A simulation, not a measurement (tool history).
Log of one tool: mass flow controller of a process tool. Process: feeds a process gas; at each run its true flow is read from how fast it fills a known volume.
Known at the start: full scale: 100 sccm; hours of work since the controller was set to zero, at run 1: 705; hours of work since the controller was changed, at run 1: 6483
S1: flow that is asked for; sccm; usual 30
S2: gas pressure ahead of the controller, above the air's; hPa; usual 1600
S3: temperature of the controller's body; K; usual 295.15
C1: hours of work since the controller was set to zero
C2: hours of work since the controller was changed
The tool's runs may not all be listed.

Run 1, hour 0: usual settings; C1 705; C2 6483. Result: true flow (%) 98.59.
Run 2, hour 360.7: usual settings; C1 882; C2 6660. Result: true flow (%) 98.49.
Run 3, hour 795.7: usual settings; C1 1095; C2 6873. Result: true flow (%) 98.54.
Run 4, hour 1023.7: usual settings; C1 1207; C2 6985. Result: true flow (%) 98.61.
Run 5, hour 1336.7: usual settings; C1 1360; C2 7138. Result: true flow (%) 98.59.
Run 6, hour 1575.9: usual settings; C1 1478; C2 7255. Result: true flow (%) 98.4.
Run 7, hour 1828.2: usual settings; C1 1601; C2 7379. Result: true flow (%) 98.64.
Run 8, hour 2253.2: usual settings; C1 1810; C2 7587. Result: true flow (%) 98.47.
Run 9, hour 2497: usual settings; C1 1929; C2 7707. Result: true flow (%) 98.43.
Run 10, hour 2703.1: usual settings but S1 17 sccm; C1 2030; C2 7808. Result: true flow (%) 98.2.
Run 11, hour 2887.1: usual settings but S1 23 sccm, S2 2020 hPa; C1 2120; C2 7898. Result: true flow (%) 98.37.
Run 12, hour 3069.5: usual settings but S1 62 sccm, S2 2500 hPa, S3 296.15 K; C1 2210; C2 7987. Result: true flow (%) 99.35.
Run 13, hour 3277.4: usual settings but S1 62 sccm, S2 2500 hPa, S3 296.15 K; C1 2311; C2 8089. Result: true flow (%) 99.33.

3 ways to go on from here, each from the tool as it stands after run 13. What would each give?
Run A, hour 3508: usual settings but S1 11 sccm; C1 2424; C2 8202. Result: true flow (%) ?.
Run B, hour 3508: usual settings but S2 2120 hPa, S3 302.15 K; C1 2424; C2 8202. Result: true flow (%) ?.
Run C, hour 3508: usual settings but S1 59 sccm, S2 1960 hPa; C1 2424; C2 8202. Result: true flow (%) ?.

run  true flow (%)
  A          98.22
  B          98.99
  C           99.1
Without the tool's hidden state the same runs would have given:
run  true flow (%)
  A           98.2
  B          98.94
  C          99.04
